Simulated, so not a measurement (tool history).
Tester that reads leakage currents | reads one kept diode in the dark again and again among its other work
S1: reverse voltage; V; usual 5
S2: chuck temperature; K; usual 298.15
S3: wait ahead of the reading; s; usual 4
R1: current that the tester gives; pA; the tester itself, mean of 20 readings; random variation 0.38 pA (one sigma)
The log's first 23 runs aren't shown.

Run 24, hour 1030.1: usual settings but S1 7.2 V, S2 295.15 K, S3 0.49 s. Result: R1 107.25 pA.
Run 25, hour 1079.4: usual settings but S1 3.4 V, S2 328.15 K. Result: R1 1158.17 pA.
Run 26, hour 1119.4: usual settings but S1 10.99 V, S2 300.15 K. Result: R1 184.73 pA.
Run 27, hour 1176.2: usual settings but S1 1.1 V, S2 308.15 K, S3 0.77 s. Result: R1 165.67 pA.
Run 28, hour 1221.4: usual settings but S1 1.73 V, S2 296.15 K, S3 2.25 s. Result: R1 68.07 pA.
Run 29, hour 1277.1: usual settings but S1 2.5 V, S2 305.15 K, S3 1.4 s. Result: R1 168.32 pA.
Run 30, hour 1331.9: usual settings but S1 1.54 V, S2 299.15 K. Result: R1 85.29 pA.
Run 31, hour 1357.3: usual settings but S1 10.59 V, S2 328.15 K. Result: R1 1682.79 pA.
Run 32, hour 1405.5: usual settings but S2 308.15 K, S3 0.52 s. Result: R1 276.09 pA.
Run 33, hour 1436.3: usual settings but S2 308.15 K, S3 0.52 s. Result: R1 276.13 pA.
Run 34, hour 1488.4: usual settings but S2 308.15 K, S3 0.52 s. Result: R1 276.34 pA.
Run 35, hour 1541: usual settings but S1 1.8 V, S2 323.15 K, S3 0.43 s. Result: R1 630.07 pA.
Run 36, hour 1574.4: usual settings but S1 1.8 V, S2 323.15 K, S3 0.43 s. Result: R1 631.7 pA.
Run 37, hour 1609.1: usual settings but S3 2.78 s. Result: R1 115.33 pA.
Run 38, hour 1655.4: usual settings but S1 2.18 V, S3 3.48 s. Result: R1 86.65 pA.
Run 39, hour 1700.9: usual settings but S1 3.93 V, S2 303.15 K, S3 0.74 s. Result: R1 164.42 pA.
Run 40, hour 1743.5: usual settings but S1 3.93 V, S2 303.15 K, S3 0.74 s. Result: R1 164.25 pA.

3 ways to go on from here, each from the tool as it stands after run 40. What would each give?
Run A, hour 1786.7: usual settings but S1 16.83 V. Result: R1 ?.
Run B, hour 1786.7: usual settings but S1 3.35 V, S2 303.15 K, S3 0.64 s. Result: R1 ?.
Run C, hour 1786.7: usual settings but S1 1.52 V, S2 303.15 K, S3 0.74 s. Result: R1 ?.

run      R1
  A  174.37
  B  155.54
  C  118.52
Without the tool's hidden state the same runs would have given:
run      R1
  A  187.97
  B  168.82
  C  128.84
